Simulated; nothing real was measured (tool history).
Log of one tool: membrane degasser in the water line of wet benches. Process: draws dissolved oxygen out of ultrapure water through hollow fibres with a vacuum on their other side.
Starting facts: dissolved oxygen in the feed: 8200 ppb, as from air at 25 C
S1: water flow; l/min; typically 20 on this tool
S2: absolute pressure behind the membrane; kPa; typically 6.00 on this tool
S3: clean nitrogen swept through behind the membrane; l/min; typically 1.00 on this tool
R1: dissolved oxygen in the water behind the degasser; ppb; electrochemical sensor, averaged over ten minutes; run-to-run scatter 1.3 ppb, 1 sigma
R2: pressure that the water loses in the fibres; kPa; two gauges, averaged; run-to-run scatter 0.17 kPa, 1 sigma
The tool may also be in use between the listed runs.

run    hour  S1     S2    S3     R1     R2
  1     0.0  20   6.00  1.00  127.7  27.92
  2   123.8  20   6.00  1.00  127.6  27.75
  3   246.6  20   6.00  1.00  126.1  28.01
  4   416.7  20   5.73  1.00  117.4  28.19
  5   539.1  20   5.73  1.00  116.3  27.98
  6   625.7  20   3.95  1.00   39.0  27.99
  7   801.8  20   6.00  0.99  131.5  27.79
  8   932.8  20   9.22  0.99  271.3  28.05
  9  1082.2  21   9.22  0.99  282.5  29.22
 10  1232.9  21   9.22  0.99  281.6  29.46
 11  1370.3  21   9.22  0.99  286.3  29.20
 12  1512.5  21   9.22  0.99  282.5  29.33
 13  1690.8  20   6.00  0.43  250.9  27.95
 14  1799.3  18   7.56  1.49  125.9  25.18
 15  1986.6  18  12.95  2.99  142.3  25.28
 16  2119.0  18  12.95  2.99  143.9  25.28
 17  2239.6  18   3.95  1.01   33.3  25.08
 18  2393.0  20   6.00  0.78  158.2  28.05
     2501.6  -- seals of the vacuum lines changed
 19  2525.2  20   6.00  0.54  209.8  27.85
 20  2695.9  12   5.61  1.00   67.2  16.86
 21  2881.0  12   5.61  1.00   67.9  16.70
 22  2969.6  17   5.91  0.88  119.3  23.54
     3095.2  -- vacuum gauge calibrated
 23  3155.1  17   5.91  0.88  119.9  23.80
 24  3297.1  17   5.91  0.88  117.1  23.78
 25  3455.4  20  10.63  1.00  325.0  27.74
 26  3634.3  20  10.63  1.00  331.7  28.00

Here are 3 independent what-if runs from the current tool condition. What would each one return?
  A  3797.1  24  11.14  2.65   ?   ?
  B  3797.1  27   3.76  1.60   ?   ?
  C  3797.1  20  10.63  0.96   ?   ?

run     R1     R2
  A  177.0  33.36
  B   43.9  37.50
  C  334.3  27.70
With no hidden state in the tool, these same runs would have given:
run     R1     R2
  A  176.9  33.35
  B   43.9  37.49
  C  334.3  27.69

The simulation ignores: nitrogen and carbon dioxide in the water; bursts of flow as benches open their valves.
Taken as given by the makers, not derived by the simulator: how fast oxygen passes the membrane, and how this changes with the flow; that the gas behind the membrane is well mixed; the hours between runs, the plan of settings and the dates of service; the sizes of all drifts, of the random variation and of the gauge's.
